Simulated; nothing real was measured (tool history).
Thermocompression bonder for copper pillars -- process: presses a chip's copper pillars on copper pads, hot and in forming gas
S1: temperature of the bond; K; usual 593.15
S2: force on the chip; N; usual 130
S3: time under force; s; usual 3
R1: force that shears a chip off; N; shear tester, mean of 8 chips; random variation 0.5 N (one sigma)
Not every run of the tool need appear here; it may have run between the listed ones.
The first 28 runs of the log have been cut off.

At day 14.917: forming gas filter changed.
Run 29, day 15.212: usual settings but S1 610.15 K, S2 127 N. Result: R1 97.9 N.
Run 30, day 15.900: usual settings but S1 610.15 K, S2 127 N. Result: R1 97.0 N.
Run 31, day 16.325: usual settings but S1 610.15 K, S2 127 N. Result: R1 97.1 N.
Run 32, day 16.846: usual settings but S1 590.15 K, S2 132 N, S3 8 s. Result: R1 108.1 N.
Run 33, day 17.500: usual settings but S1 608.15 K, S2 177 N, S3 8 s. Result: R1 117.2 N.
At day 17.875: force cell calibrated, once more.
Run 34, day 17.917: usual settings but S1 565.15 K, S2 121 N, S3 2 s. Result: R1 60.5 N.
Run 35, day 18.375: usual settings but S1 565.15 K, S2 183 N, S3 2 s. Result: R1 87.2 N.
Run 36, day 18.683: usual settings but S1 582.15 K, S2 168 N, S3 2 s. Result: R1 89.3 N.
Run 37, day 19.167: usual settings but S1 566.15 K, S2 97 N, S3 4 s. Result: R1 61.7 N.
Run 38, day 19.808: usual settings but S1 612.15 K, S2 175 N. Result: R1 107.4 N.
Run 39, day 20.188: usual settings but S2 143 N, S3 2 s. Result: R1 83.2 N.
Run 40, day 20.825: usual settings but S1 567.15 K, S2 123 N, S3 7 s. Result: R1 87.6 N.

3 options for the next run, each taken on its own from the tool as it stands now. Forecast them:
Run A, day 21.458: usual settings but S1 602.15 K, S2 144 N, S3 2 s. Result: R1 ?.
Run B, day 21.458: usual settings but S1 588.15 K, S2 79 N. Result: R1 ?.
Run C, day 21.458: usual settings but S1 567.15 K, S2 123 N, S3 2 s. Result: R1 ?.

run    R1
  A  86.9
  B  52.8
  C  61.2
Without the tool's hidden state the same runs would have given:
run    R1
  A  89.8
  B  53.5
  C  62.1

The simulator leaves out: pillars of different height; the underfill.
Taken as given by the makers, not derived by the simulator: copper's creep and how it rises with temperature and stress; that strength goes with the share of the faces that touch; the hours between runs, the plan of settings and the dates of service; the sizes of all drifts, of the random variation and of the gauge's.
